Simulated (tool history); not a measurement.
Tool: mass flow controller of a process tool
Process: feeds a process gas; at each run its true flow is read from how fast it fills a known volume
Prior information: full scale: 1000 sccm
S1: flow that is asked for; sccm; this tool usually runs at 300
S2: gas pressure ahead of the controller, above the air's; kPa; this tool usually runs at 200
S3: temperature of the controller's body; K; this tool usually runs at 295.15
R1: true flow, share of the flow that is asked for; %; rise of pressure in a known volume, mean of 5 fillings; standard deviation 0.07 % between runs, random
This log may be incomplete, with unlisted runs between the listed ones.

run,hour,S1,S2,S3,R1
1,0,300,200,295.15,99.84
2,116,300,200,295.15,100.02
3,254.4,300,200,295.15,100.18
4,347.2,300,200,295.15,100
5,437.6,300,200,295.15,100.11
6,528.5,300,200,295.15,100.14
7,636.5,330,200,295.15,99.99
8,747.3,300,200,295.15,100.2
9,862.8,370,200,295.15,100.12
10,954.9,136,200,295.15,100.48
11,1073.2,136,200,295.15,100.44
12,1207.8,136,200,295.15,100.61
13,1275.4,136,200,295.15,100.78
14,1383.4,121,200,295.15,100.78
15,1528.1,121,200,295.15,101.03
16,1629,121,200,295.15,101.03
17,1715.1,121,200,295.15,101.15
18,1863.8,165,200,295.15,100.74
19,2004.7,165,200,295.15,100.87
20,2158.1,124,200,295.15,101.13
21,2237.5,124,200,295.15,101.35
22,2322.5,124,200,295.15,101.35
23,2401.9,124,200,295.15,101.41
24,2492.4,300,200,295.15,100.44
# hour 2506.5: controller's zero set anew
25,2601.5,300,200,295.15,100.76
26,2709.4,130,203,302.15,102.62
27,2804.2,135,232,302.15,102.65
28,2940.7,421,232,303.15,101.53
29,3020.9,620,271,304.15,101.56
30,3120.3,144,221,309.15,103.39
# hour 3187.2: controller's zero set anew, once more
31,3244.7,300,264,301.15,100.77
32,3377.1,300,264,301.15,100.87
33,3469.4,106,144,299.15,100.79
34,3538.2,131,275,295.15,100.58
35,3613.2,380,209,307.15,101.29
36,3746.1,300,184,296.15,100.35
37,3894.4,937,152,312.15,101.96
38,4022.5,937,152,312.15,101.94
39,4136.8,190,200,307.15,101.68
40,4263.6,170,187,294.15,100.48
41,4414.6,170,187,309.15,101.96
42,4565.5,668,201,309.15,101.77
43,4710.5,300,200,304.15,101.21
44,4860.7,300,258,294.15,100.44
45,4949,839,191,298.15,100.62
46,5059.7,849,277,298.15,100.78
47,5168.9,324,247,305.15,101.54

For some of the steps in R1 from one run to the next: how much would appear even if the tool had no hidden state, given the settings, what came in and random variation, and how much remains for the hidden state plus any gauge scatter that the measured result and the result without hidden state don't share?
The hidden state here: flow at rest that the sensor doesn't see, % of full scale; true flow over the shown one, %; drift of the gauge itself on true_pct, %.
Run 25 -> 26: S1 300 -> 130, S2 200 -> 203, S3 295.15 -> 302.15. R1 +1.86 %: hidden state +1.3, all else +0.56.
Run 27 -> 28: S1 135 -> 421, S3 302.15 -> 303.15. R1 -1.12 %: hidden state -1.47, all else +0.35.
Run 29 -> 30: S1 620 -> 144, S2 271 -> 221, S3 304.15 -> 309.15. R1 +1.83 %: hidden state +1.68, all else +0.15.
Run 30 -> 31: S1 144 -> 300, S2 221 -> 264, S3 309.15 -> 301.15, controller's zero set anew, once more. R1 -2.62 %: hidden state -1.92, all else -0.7.

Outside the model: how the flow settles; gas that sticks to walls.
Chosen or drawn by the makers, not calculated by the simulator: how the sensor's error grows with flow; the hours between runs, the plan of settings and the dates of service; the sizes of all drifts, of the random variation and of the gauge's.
